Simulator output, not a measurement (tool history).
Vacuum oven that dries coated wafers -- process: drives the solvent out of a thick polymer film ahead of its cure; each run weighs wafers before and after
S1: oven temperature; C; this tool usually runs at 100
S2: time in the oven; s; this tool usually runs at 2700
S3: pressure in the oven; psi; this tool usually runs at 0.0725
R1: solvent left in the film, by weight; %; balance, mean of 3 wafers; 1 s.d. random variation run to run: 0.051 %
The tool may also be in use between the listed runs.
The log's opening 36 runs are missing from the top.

run	hour	S1	S2	S3	R1
37	1551.6	94	2820	0.0740	2.83
38	1606.9	95	4860	0.0877	1.60
39	1635.4	107	2040	0.0735	1.38
# hour 1641.2: oven's thermocouples calibrated
40	1664.0	107	2040	0.0735	1.09
41	1699.0	100	3000	0.0725	1.31
42	1760.3	100	3000	0.0725	1.24
43	1799.9	100	3000	0.0725	1.34
44	1844.4	86	2700	0.0725	4.35
45	1905.9	105	2700	0.1002	1.09
46	1951.1	105	2700	0.1002	1.22

Each row is a separate what-if for the run after 46, all from the same tool condition, not one after another. Results?
A	1994.2	92	2760	0.2006	?
B	1994.2	85	3000	0.2215	?
C	1994.2	105	2700	0.0496	?

run	R1
A	3.76
B	5.38
C	1.02
With the hidden condition removed and each run's random variation left untouched, the same runs would have given:
run	R1
A	3.06
B	4.57
C	0.48
